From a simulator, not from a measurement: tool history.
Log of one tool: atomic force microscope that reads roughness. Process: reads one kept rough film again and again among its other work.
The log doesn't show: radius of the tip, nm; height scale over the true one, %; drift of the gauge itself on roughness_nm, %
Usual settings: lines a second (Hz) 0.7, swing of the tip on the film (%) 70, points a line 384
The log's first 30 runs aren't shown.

run,hour,lines a second (Hz),swing of the tip on the film (%),points a line,pictures with this tip,hours of work since the height scale was calibrated,roughness of the kept film (nm (root mean square))
31,1450,2.232,70,521,153,965,1.139
# hour 1461.4: new tip fitted
32,1486.6,2.753,73,444,31,983,1.502
33,1522.8,2.375,70,742,76,1001,1.362
34,1570.3,2.375,70,742,135,1025,1.203
# hour 1592.4: new tip fitted
35,1631.8,1.136,64,635,48,1056,1.578
36,1668,0.7,65,384,93,1074,1.395
# hour 1723.2: new tip fitted
37,1734.9,1.722,88,694,15,1108,1.493
38,1786.1,1.367,72,384,78,1133,1.417
39,1824.2,1.367,72,384,126,1152,1.264
# hour 1858: new tip fitted
40,1880.4,1.902,70,531,28,1181,1.603
41,1945.1,1.965,70,382,108,1213,1.26

5 ways to go on from here, each from the tool as it stands after run 41. What would each give?
# hour 1988.8: new tip fitted
A,1999.6,1.412,70,384,13,1240,?
# hour 1988.8: new tip fitted
B,1999.6,1.965,57,811,13,1240,?
# hour 1988.8: new tip fitted
C,1999.6,0.736,72,340,13,1240,?
# hour 1988.8: new tip fitted
D,1999.6,1.093,85,624,13,1240,?
# hour 1988.8: new tip fitted
E,1999.6,3.829,62,329,13,1240,?

run,roughness of the kept film (nm (root mean square))
A,1.671
B,1.743
C,1.704
D,1.608
E,1.585
Without the tool's hidden state the same runs would have given:
run,roughness of the kept film (nm (root mean square))
A,1.795
B,1.872
C,1.83
D,1.727
E,1.703
